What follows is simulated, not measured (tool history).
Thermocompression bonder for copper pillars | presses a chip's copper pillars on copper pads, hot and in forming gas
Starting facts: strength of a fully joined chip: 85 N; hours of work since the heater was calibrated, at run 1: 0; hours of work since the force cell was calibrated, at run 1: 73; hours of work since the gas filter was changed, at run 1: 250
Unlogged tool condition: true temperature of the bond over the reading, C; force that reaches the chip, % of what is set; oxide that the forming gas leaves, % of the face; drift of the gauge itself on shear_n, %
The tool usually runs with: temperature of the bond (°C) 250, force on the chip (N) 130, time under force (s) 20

run,hour,temperature of the bond (°C),force on the chip (N),time under force (s),hours of work since the heater was calibrated,hours of work since the force cell was calibrated,hours of work since the gas filter was changed,force that shears a chip off (N)
1,0.0,250,130,20,0,73,250,56.7
2,34.9,250,130,14,18,91,269,51.0
3,83.8,231,130,20,44,117,294,46.9
# hour 159.2: forming gas filter changed
4,161.4,259,130,20,84,157,1,63.5
5,243.0,259,130,20,127,200,44,61.7
6,285.6,259,130,20,150,222,66,61.2
7,341.9,250,130,20,179,252,96,57.5
8,420.0,250,130,20,220,293,137,55.7
9,453.3,250,130,20,238,310,154,55.7
10,532.5,230,130,20,279,352,196,45.0
11,602.7,250,130,15,316,389,233,50.0
12,654.2,243,130,15,343,416,260,45.7
13,716.1,243,130,15,375,448,292,45.7
14,768.5,250,130,18,403,476,320,51.2
# hour 793.8: forming gas filter changed
15,805.2,250,130,18,422,495,6,52.8
16,845.8,253,86,20,443,516,27,39.0
17,889.0,275,84,20,466,539,50,48.1
18,941.4,267,120,20,493,566,77,59.7
19,986.2,245,153,20,517,589,101,59.7
20,1035.7,245,153,20,543,615,127,58.0
# hour 1043.7: force cell calibrated
21,1077.9,245,153,20,564,18,148,57.4
22,1138.6,245,153,12,596,50,180,47.9
23,1213.2,235,182,36,635,89,219,66.6
24,1257.8,225,81,17,658,112,243,21.3
# hour 1291.5: heater calibrated with a thermocouple chip
25,1329.5,225,81,17,20,149,279,22.5
26,1392.4,232,175,58,53,182,312,71.1
# hour 1432.6: forming gas filter changed
27,1462.8,232,175,58,90,218,16,74.2
# hour 1511.2: force cell calibrated, once more
28,1545.4,232,175,58,132,18,58,75.7
29,1586.2,232,175,58,154,39,80,73.4
30,1636.6,250,114,20,180,66,106,52.5

Describe how what the log doesn't record of the tool's condition differs between the last listed run preceding each entry between runs and the first listed run following it.
Logged between run 3 and run 4: forming gas filter changed (hour 159.2)
  true temperature of the bond over the reading, C: -1.2 -> -1.6; force that reaches the chip, % of what is set: 98.9 -> 98.6; oxide that the forming gas leaves, % of the face: 4.95 -> 0.59
  measured result minus the result with no hidden state, force that shears a chip off (N): -3.3 -> -1.4
Logged between run 14 and run 15: forming gas filter changed (hour 793.8)
  true temperature of the bond over the reading, C: -5 -> -5.2; force that reaches the chip, % of what is set: 96.5 -> 96.4; oxide that the forming gas leaves, % of the face: 5.68 -> 0.67
  measured result minus the result with no hidden state, force that shears a chip off (N): -7.0 -> -4.4
Logged between run 20 and run 21: force cell calibrated (hour 1043.7)
  true temperature of the bond over the reading, C: -6.4 -> -6.7; force that reaches the chip, % of what is set: 95.7 -> 94.2; oxide that the forming gas leaves, % of the face: 2.48 -> 2.79
  measured result minus the result with no hidden state, force that shears a chip off (N): -6.3 -> -7.4
Logged between run 24 and run 25: heater calibrated with a thermocouple chip (hour 1291.5)
  true temperature of the bond over the reading, C: -7.7 -> -0.4; force that reaches the chip, % of what is set: 93.6 -> 93.4; oxide that the forming gas leaves, % of the face: 4.22 -> 4.78
  measured result minus the result with no hidden state, force that shears a chip off (N): -5.7 -> -3.3
Logged between run 26 and run 27: forming gas filter changed (hour 1432.6)
  true temperature of the bond over the reading, C: -0.8 -> -1.1; force that reaches the chip, % of what is set: 93.1 -> 92.9; oxide that the forming gas leaves, % of the face: 5.29 -> 0.79
  measured result minus the result with no hidden state, force that shears a chip off (N): -5.9 -> -2.8
Logged between run 27 and run 28: force cell calibrated, once more (hour 1511.2)
  true temperature of the bond over the reading, C: -1.1 -> -1.6; force that reaches the chip, % of what is set: 92.9 -> 99.8; oxide that the forming gas leaves, % of the face: 0.79 -> 1.5
  measured result minus the result with no hidden state, force that shears a chip off (N): -2.8 -> -1.4
